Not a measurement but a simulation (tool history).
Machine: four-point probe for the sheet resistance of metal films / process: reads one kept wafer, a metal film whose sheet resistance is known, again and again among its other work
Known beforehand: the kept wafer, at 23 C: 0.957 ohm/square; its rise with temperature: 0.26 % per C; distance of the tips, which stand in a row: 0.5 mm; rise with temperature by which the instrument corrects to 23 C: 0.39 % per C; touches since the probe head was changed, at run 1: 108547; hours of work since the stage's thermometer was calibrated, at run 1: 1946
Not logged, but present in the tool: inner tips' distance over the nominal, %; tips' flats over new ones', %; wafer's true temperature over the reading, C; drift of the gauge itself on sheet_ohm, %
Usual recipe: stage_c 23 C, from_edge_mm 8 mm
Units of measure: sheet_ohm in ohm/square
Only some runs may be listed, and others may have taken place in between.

run     day  stage_c  from_edge_mm  touches since the probe head was changed  hours of work since the stage's thermometer was calibrated  sheet_ohm
  1       0       23             8                                    108547                                                        1946   0.959263
  2   4.633       23             8                                    114167                                                        2023   0.958665
  3   7.371       23             8                                    117486                                                        2068   0.958728
  4  11.558       23             8                                    122566                                                        2137   0.959043
  5  13.862       23            22                                    125359                                                        2176   0.957647
  6  17.183       23             4                                    129391                                                        2231   0.965564
  7  20.908       23             4                                    133908                                                        2293     0.9655
  8   24.05       32             4                                    137719                                                        2345   0.954402
  9  28.771       25             4                                    143445                                                        2423   0.962611
 10  31.792       25             4                                    147111                                                        2473   0.962805
 11  34.196       23             8                                    150023                                                        2513   0.959125
     36.683  -- stage's thermometer calibrated
 12  39.029       23             8                                    155863                                                          39   0.959071
 13  42.033       30            14                                    159508                                                          89   0.949848
 14  44.204       25            44                                    162137                                                         125   0.955132
 15  49.075       34            23                                    168048                                                         206   0.944845
 16  52.658       33            14                                    172396                                                         265   0.945975
 17  56.142       20            22                                    176617                                                         323   0.961042
 18  60.038       20            22                                    181345                                                         388   0.961356
 19  62.654       20            22                                    184516                                                         431   0.960958
 20  67.342       22            55                                    190202                                                         509   0.958553
 21  70.304       27             4                                    193799                                                         558   0.960388
 22  74.017       21            11                                    198302                                                         620   0.960711

Each row is a separate what-if for the run after 22, all from the same tool condition, not one after another. Results?
  A  77.133       30            11                                    202082                                                         672          ?
  B  77.133       21             7                                    202082                                                         672          ?
  C  77.133       20             7                                    202082                                                         672          ?

run  sheet_ohm
  A   0.950121
  B   0.962233
  C   0.963475
Without the tool's hidden state the same runs would have given:
run  sheet_ohm
  A   0.949876
  B   0.961986
  C   0.963227

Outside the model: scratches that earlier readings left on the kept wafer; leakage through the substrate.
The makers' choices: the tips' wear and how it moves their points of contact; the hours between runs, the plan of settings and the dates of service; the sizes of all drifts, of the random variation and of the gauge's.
